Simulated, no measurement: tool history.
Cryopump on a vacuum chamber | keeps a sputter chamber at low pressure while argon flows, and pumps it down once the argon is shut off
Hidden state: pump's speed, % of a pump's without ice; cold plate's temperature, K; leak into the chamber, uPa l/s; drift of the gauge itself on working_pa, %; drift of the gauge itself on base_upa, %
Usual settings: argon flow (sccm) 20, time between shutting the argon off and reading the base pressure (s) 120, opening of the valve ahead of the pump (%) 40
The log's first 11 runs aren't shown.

run	hour	argon flow (sccm)	time between shutting the argon off and reading the base pressure (s)	opening of the valve ahead of the pump (%)	hours of work since the pump was warmed up and emptied	hours of work since the cold head was overhauled	hours of work since the chamber's fittings were tightened	pressure while argon flows (Pa)	pressure after the wait (uPa)
12	350.4	20	27	40	510	1693	73	0.0483	2.15
13	385.8	20	27	40	540	1722	102	0.0491	2.19
14	409.2	20	120	41	560	1742	122	0.0471	0.67
# hour 417.6: pump warmed up, emptied and cooled again
15	452.7	20	120	53	29	1774	154	0.0349	0.63
16	487.5	20	120	53	58	1803	183	0.0347	0.64
17	519	20	120	53	85	1830	210	0.0353	0.68
18	550.2	20	25	52	111	1856	236	0.0357	2.29
19	571.3	20	25	52	129	1873	253	0.0363	2.41
20	601.4	15	50	25	154	1899	278	0.0554	1.32
21	637.8	20	38	40	184	1929	309	0.047	1.66
22	670.7	34	120	46	212	1957	336	0.0697	0.72
23	689.8	34	120	46	228	1973	352	0.0696	0.74
24	725.4	34	120	46	257	2002	382	0.0698	0.7
25	759.1	20	26	40	286	2031	410	0.0474	2.32
26	787.2	20	36	40	309	2054	434	0.0476	1.78
27	805.8	28	131	24	325	2070	449	0.1085	0.72
28	827.4	13	120	19	343	2088	468	0.0633	0.75
29	849.6	13	120	29	361	2106	486	0.042	0.75
30	894.2	9	223	40	399	2144	523	0.0218	0.53
31	913.4	20	86	27	415	2160	540	0.0687	0.93
32	936.8	20	86	27	434	2179	559	0.0695	0.93
33	978.2	30	28	38	469	2214	594	0.0755	2.26
34	1003.9	30	28	38	490	2235	615	0.0753	2.2

4 ways to go on from here, each from the tool as it stands after run 34. What would each give?
A	1033.9	17	28	38	516	2260	640	?	?
B	1033.9	11	63	28	516	2260	640	?	?
C	1033.9	19	111	28	516	2260	640	?	?
D	1033.9	20	36	33	516	2260	640	?	?

run	pressure while argon flows (Pa)	pressure after the wait (uPa)
A	0.0428	2.31
B	0.0371	1.21
C	0.064	0.85
D	0.0584	1.87
Without the tool's hidden state the same runs would have given:
run	pressure while argon flows (Pa)	pressure after the wait (uPa)
A	0.0401	2.11
B	0.0354	1.01
C	0.061	0.65
D	0.0553	1.67
